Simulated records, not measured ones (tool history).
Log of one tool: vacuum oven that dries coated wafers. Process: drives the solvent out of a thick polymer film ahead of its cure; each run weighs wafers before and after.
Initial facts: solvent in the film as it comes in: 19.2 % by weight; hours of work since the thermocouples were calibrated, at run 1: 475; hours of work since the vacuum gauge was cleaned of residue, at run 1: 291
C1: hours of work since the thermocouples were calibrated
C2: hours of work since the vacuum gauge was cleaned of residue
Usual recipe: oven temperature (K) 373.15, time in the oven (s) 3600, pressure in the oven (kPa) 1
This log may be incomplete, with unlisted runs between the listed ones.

{"run": 1, "day": 0.0, "oven temperature (K)": 373.15, "time in the oven (s)": 3600, "pressure in the oven (kPa)": 1, "C1": 475, "C2": 291, "solvent left in the film (%)": 2.668}
{"run": 2, "day": 0.521, "oven temperature (K)": 373.15, "time in the oven (s)": 3600, "pressure in the oven (kPa)": 1, "C1": 485, "C2": 301, "solvent left in the film (%)": 2.662}
{"run": 3, "day": 0.775, "oven temperature (K)": 373.15, "time in the oven (s)": 3600, "pressure in the oven (kPa)": 1, "C1": 489, "C2": 305, "solvent left in the film (%)": 2.658}
{"run": 4, "day": 1.017, "oven temperature (K)": 373.15, "time in the oven (s)": 3600, "pressure in the oven (kPa)": 1, "C1": 494, "C2": 310, "solvent left in the film (%)": 2.669}
{"run": 5, "day": 1.554, "oven temperature (K)": 384.15, "time in the oven (s)": 3600, "pressure in the oven (kPa)": 1, "C1": 504, "C2": 320, "solvent left in the film (%)": 1.07}
{"run": 6, "day": 1.983, "oven temperature (K)": 379.15, "time in the oven (s)": 3600, "pressure in the oven (kPa)": 1, "C1": 512, "C2": 327, "solvent left in the film (%)": 1.539}
{"run": 7, "day": 2.279, "oven temperature (K)": 379.15, "time in the oven (s)": 5580, "pressure in the oven (kPa)": 1, "C1": 517, "C2": 333, "solvent left in the film (%)": 1.217}
{"run": 8, "day": 2.579, "oven temperature (K)": 379.15, "time in the oven (s)": 5580, "pressure in the oven (kPa)": 1, "C1": 523, "C2": 338, "solvent left in the film (%)": 1.204}
{"run": 9, "day": 2.971, "oven temperature (K)": 379.15, "time in the oven (s)": 5580, "pressure in the oven (kPa)": 1, "C1": 530, "C2": 346, "solvent left in the film (%)": 1.215}
{"run": 10, "day": 3.358, "oven temperature (K)": 365.15, "time in the oven (s)": 3600, "pressure in the oven (kPa)": 1, "C1": 537, "C2": 353, "solvent left in the film (%)": 5.274}
{"run": 11, "day": 3.9, "oven temperature (K)": 373.15, "time in the oven (s)": 3600, "pressure in the oven (kPa)": 1.82, "C1": 547, "C2": 363, "solvent left in the film (%)": 3.701}
{"run": 12, "day": 4.375, "oven temperature (K)": 373.15, "time in the oven (s)": 3600, "pressure in the oven (kPa)": 1.82, "C1": 556, "C2": 372, "solvent left in the film (%)": 3.694}
{"run": 13, "day": 4.717, "oven temperature (K)": 373.15, "time in the oven (s)": 3600, "pressure in the oven (kPa)": 1.82, "C1": 562, "C2": 378, "solvent left in the film (%)": 3.718}
{"run": 14, "day": 5.058, "oven temperature (K)": 373.15, "time in the oven (s)": 3600, "pressure in the oven (kPa)": 1.82, "C1": 568, "C2": 384, "solvent left in the film (%)": 3.699}
{"run": 15, "day": 5.292, "oven temperature (K)": 373.15, "time in the oven (s)": 3600, "pressure in the oven (kPa)": 1.82, "C1": 573, "C2": 388, "solvent left in the film (%)": 3.675}
{"run": 16, "day": 5.604, "oven temperature (K)": 373.15, "time in the oven (s)": 3600, "pressure in the oven (kPa)": 1.82, "C1": 578, "C2": 394, "solvent left in the film (%)": 3.683}
{"run": 17, "day": 6.067, "oven temperature (K)": 373.15, "time in the oven (s)": 3600, "pressure in the oven (kPa)": 1, "C1": 587, "C2": 403, "solvent left in the film (%)": 2.663}
{"run": 18, "day": 6.538, "oven temperature (K)": 373.15, "time in the oven (s)": 3600, "pressure in the oven (kPa)": 1, "C1": 595, "C2": 411, "solvent left in the film (%)": 2.654}
{"run": 19, "day": 6.812, "oven temperature (K)": 370.15, "time in the oven (s)": 3600, "pressure in the oven (kPa)": 0.9, "C1": 600, "C2": 416, "solvent left in the film (%)": 3.345}
{"run": 20, "day": 7.379, "oven temperature (K)": 370.15, "time in the oven (s)": 3600, "pressure in the oven (kPa)": 0.9, "C1": 611, "C2": 427, "solvent left in the film (%)": 3.359}
{"run": 21, "day": 7.758, "oven temperature (K)": 385.15, "time in the oven (s)": 4080, "pressure in the oven (kPa)": 0.9, "C1": 618, "C2": 434, "solvent left in the film (%)": 0.896}
{"run": 22, "day": 8.312, "oven temperature (K)": 359.15, "time in the oven (s)": 3600, "pressure in the oven (kPa)": 0.86, "C1": 628, "C2": 444, "solvent left in the film (%)": 7.493}
{"run": 23, "day": 8.692, "oven temperature (K)": 387.15, "time in the oven (s)": 6060, "pressure in the oven (kPa)": 2.49, "C1": 635, "C2": 451, "solvent left in the film (%)": 2.141}
{"run": 24, "day": 9.171, "oven temperature (K)": 383.15, "time in the oven (s)": 5760, "pressure in the oven (kPa)": 2.49, "C1": 644, "C2": 460, "solvent left in the film (%)": 2.443}
{"run": 25, "day": 9.55, "oven temperature (K)": 383.15, "time in the oven (s)": 5760, "pressure in the oven (kPa)": 2.49, "C1": 651, "C2": 467, "solvent left in the film (%)": 2.446}
{"run": 26, "day": 9.971, "oven temperature (K)": 383.15, "time in the oven (s)": 5760, "pressure in the oven (kPa)": 2.49, "C1": 659, "C2": 475, "solvent left in the film (%)": 2.45}
{"run": 27, "day": 10.225, "oven temperature (K)": 387.15, "time in the oven (s)": 3540, "pressure in the oven (kPa)": 0.55, "C1": 663, "C2": 479, "solvent left in the film (%)": 0.554}
{"run": 28, "day": 10.517, "oven temperature (K)": 387.15, "time in the oven (s)": 3540, "pressure in the oven (kPa)": 0.55, "C1": 669, "C2": 485, "solvent left in the film (%)": 0.55}
{"run": 29, "day": 10.996, "oven temperature (K)": 385.15, "time in the oven (s)": 3600, "pressure in the oven (kPa)": 1.29, "C1": 678, "C2": 493, "solvent left in the film (%)": 1.269}
{"run": 30, "day": 11.558, "oven temperature (K)": 371.15, "time in the oven (s)": 3480, "pressure in the oven (kPa)": 0.63, "C1": 688, "C2": 504, "solvent left in the film (%)": 2.811}
{"run": 31, "day": 11.846, "oven temperature (K)": 371.15, "time in the oven (s)": 3480, "pressure in the oven (kPa)": 0.63, "C1": 693, "C2": 509, "solvent left in the film (%)": 2.81}
{"run": 32, "day": 12.404, "oven temperature (K)": 371.15, "time in the oven (s)": 3480, "pressure in the oven (kPa)": 0.63, "C1": 703, "C2": 519, "solvent left in the film (%)": 2.807}
{"run": 33, "day": 12.704, "oven temperature (K)": 386.15, "time in the oven (s)": 3480, "pressure in the oven (kPa)": 0.75, "C1": 709, "C2": 525, "solvent left in the film (%)": 0.761}
{"run": 34, "day": 13.104, "oven temperature (K)": 386.15, "time in the oven (s)": 3480, "pressure in the oven (kPa)": 0.75, "C1": 716, "C2": 532, "solvent left in the film (%)": 0.773}
{"run": 35, "day": 13.558, "oven temperature (K)": 368.15, "time in the oven (s)": 2940, "pressure in the oven (kPa)": 1.28, "C1": 725, "C2": 541, "solvent left in the film (%)": 5.405}
{"run": 36, "day": 13.929, "oven temperature (K)": 368.15, "time in the oven (s)": 2940, "pressure in the oven (kPa)": 3.97, "C1": 732, "C2": 547, "solvent left in the film (%)": 8.916}

3 ways to go on from here, each from the tool as it stands after run 36. What would each give?
{"run": "A", "day": 14.404, "oven temperature (K)": 368.15, "time in the oven (s)": 2640, "pressure in the oven (kPa)": 3.97, "C1": 740, "C2": 556, "solvent left in the film (%)": "?"}
{"run": "B", "day": 14.404, "oven temperature (K)": 373.15, "time in the oven (s)": 2160, "pressure in the oven (kPa)": 3.96, "C1": 740, "C2": 556, "solvent left in the film (%)": "?"}
{"run": "C", "day": 14.404, "oven temperature (K)": 365.15, "time in the oven (s)": 1860, "pressure in the oven (kPa)": 2.04, "C1": 740, "C2": 556, "solvent left in the film (%)": "?"}

run=A solvent_left_in_the_film_(%)=9.318
run=B solvent_left_in_the_film_(%)=7.944
run=C solvent_left_in_the_film_(%)=9.703
With the hidden condition removed and each run's random variation left untouched, the same runs would have given:
run=A solvent_left_in_the_film_(%)=10.001
run=B solvent_left_in_the_film_(%)=8.596
run=C solvent_left_in_the_film_(%)=10.311
